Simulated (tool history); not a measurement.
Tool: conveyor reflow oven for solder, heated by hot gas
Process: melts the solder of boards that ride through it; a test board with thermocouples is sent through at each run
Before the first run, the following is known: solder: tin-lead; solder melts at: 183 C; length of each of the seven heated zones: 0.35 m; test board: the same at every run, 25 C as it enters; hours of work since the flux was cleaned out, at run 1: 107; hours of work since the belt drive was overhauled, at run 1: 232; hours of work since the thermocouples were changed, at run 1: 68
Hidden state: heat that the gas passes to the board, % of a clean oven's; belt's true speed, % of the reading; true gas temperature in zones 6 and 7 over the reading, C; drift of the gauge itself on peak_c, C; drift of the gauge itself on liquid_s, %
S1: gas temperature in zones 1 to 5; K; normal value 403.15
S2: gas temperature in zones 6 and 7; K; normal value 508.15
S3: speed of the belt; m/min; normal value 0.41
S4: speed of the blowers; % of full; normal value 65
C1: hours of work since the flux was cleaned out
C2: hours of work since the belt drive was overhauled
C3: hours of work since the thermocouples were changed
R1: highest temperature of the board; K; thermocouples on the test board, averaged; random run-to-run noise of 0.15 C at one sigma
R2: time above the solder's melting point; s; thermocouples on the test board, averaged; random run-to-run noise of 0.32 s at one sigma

{"run": 1, "hour": 0.0, "S1": 403.15, "S2": 508.15, "S3": 0.41, "S4": 65, "C1": 107, "C2": 232, "C3": 68, "R1": 487.75, "R2": 69.7}
{"run": 2, "hour": 7.1, "S1": 406.15, "S2": 508.15, "S3": 0.41, "S4": 65, "C1": 110, "C2": 235, "C3": 72, "R1": 488.25, "R2": 71.1}
{"run": 3, "hour": 17.7, "S1": 406.15, "S2": 508.15, "S3": 0.41, "S4": 65, "C1": 115, "C2": 240, "C3": 76, "R1": 488.05, "R2": 71.9}
{"run": 4, "hour": 24.2, "S1": 403.15, "S2": 508.15, "S3": 0.449, "S4": 65, "C1": 118, "C2": 243, "C3": 79, "R1": 483.95, "R2": 58.6}
{"run": 5, "hour": 31.2, "S1": 403.15, "S2": 508.15, "S3": 0.449, "S4": 65, "C1": 121, "C2": 246, "C3": 82, "R1": 483.75, "R2": 58}
{"run": 6, "hour": 40.6, "S1": 403.15, "S2": 508.15, "S3": 0.332, "S4": 65, "C1": 125, "C2": 250, "C3": 86, "R1": 494.85, "R2": 97.6}
{"run": 7, "hour": 52.1, "S1": 403.15, "S2": 508.15, "S3": 0.332, "S4": 65, "C1": 130, "C2": 255, "C3": 92, "R1": 494.55, "R2": 97.1}
{"run": 8, "hour": 60.5, "S1": 403.15, "S2": 508.15, "S3": 0.332, "S4": 65, "C1": 134, "C2": 259, "C3": 95, "R1": 494.85, "R2": 97.1}
{"run": 9, "hour": 66.6, "S1": 403.15, "S2": 508.15, "S3": 0.332, "S4": 65, "C1": 137, "C2": 262, "C3": 98, "R1": 494.55, "R2": 97.7}
{"run": 10, "hour": 72.2, "S1": 403.15, "S2": 513.15, "S3": 0.332, "S4": 65, "C1": 139, "C2": 264, "C3": 101, "R1": 499.55, "R2": 102}
{"run": 11, "hour": 84.5, "S1": 403.15, "S2": 513.15, "S3": 0.332, "S4": 65, "C1": 145, "C2": 270, "C3": 106, "R1": 499.55, "R2": 102.6}

Expected results for the next run?
{"run": 12, "hour": 92.2, "S1": 403.15, "S2": 513.15, "S3": 0.41, "S4": 65, "C1": 148, "C2": 273, "C3": 109, "R1": "?", "R2": "?"}

{"run 12": {"R1": 491.95, "R2": 73.9}}
With the hidden condition absent and the run-to-run variation left alone, this run would have shown R1 492.25 K, R2 74.1 s.

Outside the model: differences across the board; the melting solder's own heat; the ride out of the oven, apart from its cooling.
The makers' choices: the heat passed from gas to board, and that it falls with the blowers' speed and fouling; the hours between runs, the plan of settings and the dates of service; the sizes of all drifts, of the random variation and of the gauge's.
